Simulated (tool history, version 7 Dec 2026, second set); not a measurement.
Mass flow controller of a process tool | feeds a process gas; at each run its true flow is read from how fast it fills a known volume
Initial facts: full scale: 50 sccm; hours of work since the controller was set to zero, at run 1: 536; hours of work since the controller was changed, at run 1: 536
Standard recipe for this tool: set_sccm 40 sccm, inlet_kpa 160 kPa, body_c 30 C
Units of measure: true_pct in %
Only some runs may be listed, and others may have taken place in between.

| run | hour | set_sccm | inlet_kpa | body_c | hours of work since the controller was set to zero | hours of work since the controller was changed | true_pct |
|---|---|---|---|---|---|---|---|
| 1 | 0.0 | 40 | 160 | 30 | 536 | 536 | 98.97 |
| 2 | 194.0 | 40 | 160 | 20 | 658 | 658 | 100.17 |
| 3 | 473.9 | 40 | 160 | 20 | 834 | 834 | 100.12 |
| 4 | 646.6 | 40 | 160 | 20 | 942 | 942 | 100.13 |
| 5 | 1018.4 | 40 | 160 | 30 | 1176 | 1176 | 99.00 |
| 6 | 1327.1 | 40 | 160 | 30 | 1370 | 1370 | 98.99 |
| 7 | 1526.2 | 40 | 160 | 30 | 1495 | 1495 | 98.92 |
| 8 | 1931.1 | 40 | 160 | 30 | 1749 | 1749 | 98.89 |
| 9 | 2174.6 | 40 | 160 | 30 | 1902 | 1902 | 98.84 |
| 10 | 2590.3 | 40 | 160 | 30 | 2163 | 2163 | 98.91 |
| 11 | 2800.8 | 40 | 160 | 30 | 2295 | 2295 | 98.78 |
| 12 | 3186.4 | 40 | 160 | 30 | 2537 | 2537 | 98.73 |
| 13 | 3469.8 | 40 | 160 | 30 | 2715 | 2715 | 98.72 |
| 14 | 3809.0 | 40 | 160 | 30 | 2928 | 2928 | 98.86 |
| 15 | 4204.7 | 40 | 160 | 30 | 3177 | 3177 | 98.74 |
| 16 | 4404.0 | 40 | 160 | 30 | 3302 | 3302 | 98.65 |
| 17 | 4752.0 | 40 | 160 | 30 | 3521 | 3521 | 98.60 |
| 18 | 5170.0 | 40 | 160 | 30 | 3783 | 3783 | 98.41 |
| 19 | 5566.6 | 40 | 159 | 30 | 4032 | 4032 | 98.57 |
| 20 | 5749.6 | 9 | 238 | 32 | 4147 | 4147 | 96.92 |
| 21 | 6070.9 | 40 | 236 | 22 | 4349 | 4349 | 99.26 |
| 22 | 6450.0 | 11 | 200 | 31 | 4587 | 4587 | 97.06 |
| 23 | 6661.3 | 7 | 155 | 23 | 4720 | 4720 | 97.75 |
| 24 | 7006.8 | 40 | 273 | 25 | 4937 | 4937 | 98.82 |
| 25 | 7387.6 | 6 | 160 | 30 | 5176 | 5176 | 96.89 |
| 26 | 7703.0 | 5 | 263 | 30 | 5374 | 5374 | 96.67 |
| 27 | 8108.9 | 5 | 263 | 30 | 5629 | 5629 | 96.60 |
| 28 | 8343.7 | 5 | 263 | 30 | 5776 | 5776 | 96.55 |
| 29 | 8722.9 | 23 | 207 | 26 | 6015 | 6015 | 97.77 |
| 30 | 8987.0 | 21 | 229 | 24 | 6181 | 6181 | 97.74 |

Expected results for the next run?
| 31 | 9264.6 | 21 | 229 | 24 | 6355 | 6355 | ? |

Run 31 yielded true_pct 97.71 %.
Were there no unlogged condition in the tool, this run, its random variation unchanged, would have produced true_pct 98.81 %.

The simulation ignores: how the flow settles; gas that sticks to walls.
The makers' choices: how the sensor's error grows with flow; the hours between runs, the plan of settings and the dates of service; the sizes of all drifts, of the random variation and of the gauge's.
